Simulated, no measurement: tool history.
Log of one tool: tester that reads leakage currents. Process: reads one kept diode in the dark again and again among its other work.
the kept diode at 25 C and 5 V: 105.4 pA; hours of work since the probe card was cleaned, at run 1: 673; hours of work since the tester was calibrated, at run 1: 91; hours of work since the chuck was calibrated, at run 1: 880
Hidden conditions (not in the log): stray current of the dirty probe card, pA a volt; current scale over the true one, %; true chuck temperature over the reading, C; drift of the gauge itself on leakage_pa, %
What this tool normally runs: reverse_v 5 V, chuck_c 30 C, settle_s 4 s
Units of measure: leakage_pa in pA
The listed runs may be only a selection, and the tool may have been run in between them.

run    hour  reverse_v  chuck_c  settle_s  hours of work since the probe card was cleaned  hours of work since the tester was calibrated  hours of work since the chuck was calibrated  leakage_pa
  1       0          5       30         4                                             673                                             91                                           880      158.89
  2   128.7          5       47         4                                             726                                            145                                           934      632.19
  3     321          5       47         4                                             807                                            226                                          1014      629.63
  4   465.1          5       47         4                                             867                                            286                                          1074      629.93
  5   586.6          5       47         4                                             918                                            337                                          1125      629.56
  6   814.6          5       47      5.95                                            1014                                            432                                          1221      629.69
  7   965.8          5       21      5.95                                            1077                                            496                                          1284        73.6
  8    1122        1.7       30         4                                            1142                                            561                                          1349       98.24
  9    1286        1.7       30         4                                            1211                                            630                                          1418       98.25
 10    1532       4.84       30         4                                            1314                                            733                                          1521      156.22
     1700.2  -- chuck's temperature calibrated
 11  1777.9          5       30      3.91                                            1416                                            835                                            33       171.9
 12  1940.8          5       30      3.91                                            1484                                            903                                           101      171.75
 13  2144.4          5       30      3.91                                            1569                                            988                                           186      171.97
 14  2305.2      11.28       20       1.6                                            1637                                           1055                                           253      110.72
     2496.6  -- probe card cleaned and baked
 15  2499.8       6.02       34      0.93                                               1                                           1136                                           333      255.65
 16  2706.7       6.02       34      0.93                                              88                                           1222                                           420      255.34
 17  2847.4        3.1       30         4                                             147                                           1281                                           479      134.23
 18  3061.7        3.1       30         4                                             237                                           1371                                           569      134.71
 19  3323.2      12.12       27      0.54                                             346                                           1480                                           678      195.53
 20  3502.7      10.14       20         4                                             421                                           1555                                           753       95.15
 21  3757.4      10.14       43      0.42                                             528                                           1662                                           860      668.66
 22  3881.3      10.14       43      0.42                                             580                                           1714                                           912      665.12
 23  4041.7      10.14       43      0.42                                             647                                           1781                                           979      664.87
 24  4277.3       9.25       41      6.69                                             745                                           1879                                          1077       540.7
 25  4403.1       9.25       41      6.69                                             798                                           1932                                          1130      538.76
 26  4522.9      18.27       29      9.34                                             848                                           1982                                          1180      276.28

Branching from run 26: 5 alternative next runs. What would each branch give?
     4627.8  -- tester calibrated
  A  4673.7       6.53       26       4.4                                             910                                             19                                          1242           ?
     4627.8  -- tester calibrated
  B  4673.7       1.15       23      6.47                                             910                                             19                                          1242           ?
     4627.8  -- tester calibrated
  C  4673.7      15.95       39      0.45                                             910                                             19                                          1242           ?
     4627.8  -- tester calibrated
  D  4673.7       2.69       29      9.34                                             910                                             19                                          1242           ?
     4627.8  -- tester calibrated
  E  4673.7      10.16       27      0.33                                             910                                             19                                          1242           ?

run  leakage_pa
  A       129.5
  B       45.27
  C      574.81
  D      112.46
  E      178.66
With the hidden condition removed and each run's random variation left untouched, the same runs would have given:
run  leakage_pa
  A      129.87
  B       46.11
  C      582.46
  D      114.48
  E      178.25
